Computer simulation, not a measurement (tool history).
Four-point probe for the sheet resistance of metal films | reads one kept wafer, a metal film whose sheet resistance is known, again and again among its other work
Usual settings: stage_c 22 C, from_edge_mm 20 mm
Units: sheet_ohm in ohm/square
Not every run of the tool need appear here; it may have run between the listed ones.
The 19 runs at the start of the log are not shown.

Run 20, day 43.85: usual settings but from_edge_mm 10 mm. Result: sheet_ohm 0.048228 ohm/square.
Run 21, day 46.942: usual settings. Result: sheet_ohm 0.048141 ohm/square.
Run 22, day 50.092: usual settings but stage_c 21 C, from_edge_mm 35 mm. Result: sheet_ohm 0.048122 ohm/square.
Run 23, day 51.958: usual settings but stage_c 18 C, from_edge_mm 3 mm. Result: sheet_ohm 0.049256 ohm/square.
Run 24, day 54.508: usual settings but stage_c 18 C, from_edge_mm 3 mm. Result: sheet_ohm 0.04924 ohm/square.
Run 25, day 57.092: usual settings but stage_c 25 C, from_edge_mm 7 mm. Result: sheet_ohm 0.048357 ohm/square.
Run 26, day 59.438: usual settings but stage_c 26 C. Result: sheet_ohm 0.04819 ohm/square.
Run 27, day 62.788: usual settings but stage_c 29 C, from_edge_mm 69 mm. Result: sheet_ohm 0.048164 ohm/square.
Run 28, day 64.525: usual settings but stage_c 21 C, from_edge_mm 24 mm. Result: sheet_ohm 0.048154 ohm/square.
Run 29, day 67.971: usual settings but stage_c 21 C, from_edge_mm 13 mm. Result: sheet_ohm 0.048207 ohm/square.
Run 30, day 70.1: usual settings but stage_c 28 C, from_edge_mm 48 mm. Result: sheet_ohm 0.048209 ohm/square.
Run 31, day 73.454: usual settings but stage_c 23 C, from_edge_mm 3 mm. Result: sheet_ohm 0.049286 ohm/square.
Run 32, day 76.854: usual settings but stage_c 31 C, from_edge_mm 13 mm. Result: sheet_ohm 0.04828 ohm/square.
Run 33, day 79.992: usual settings but stage_c 35 C, from_edge_mm 16 mm. Result: sheet_ohm 0.048269 ohm/square.
Run 34, day 82.379: usual settings. Result: sheet_ohm 0.048216 ohm/square.

Run 35 comes next. What will it give?
Run 35, day 85.025: usual settings. Result: sheet_ohm ?.

{"run 35": {"sheet_ohm": 0.048209}}
On a tool with no hidden condition, and with the same random variation, this run would have come out at sheet_ohm 0.048124 ohm/square.
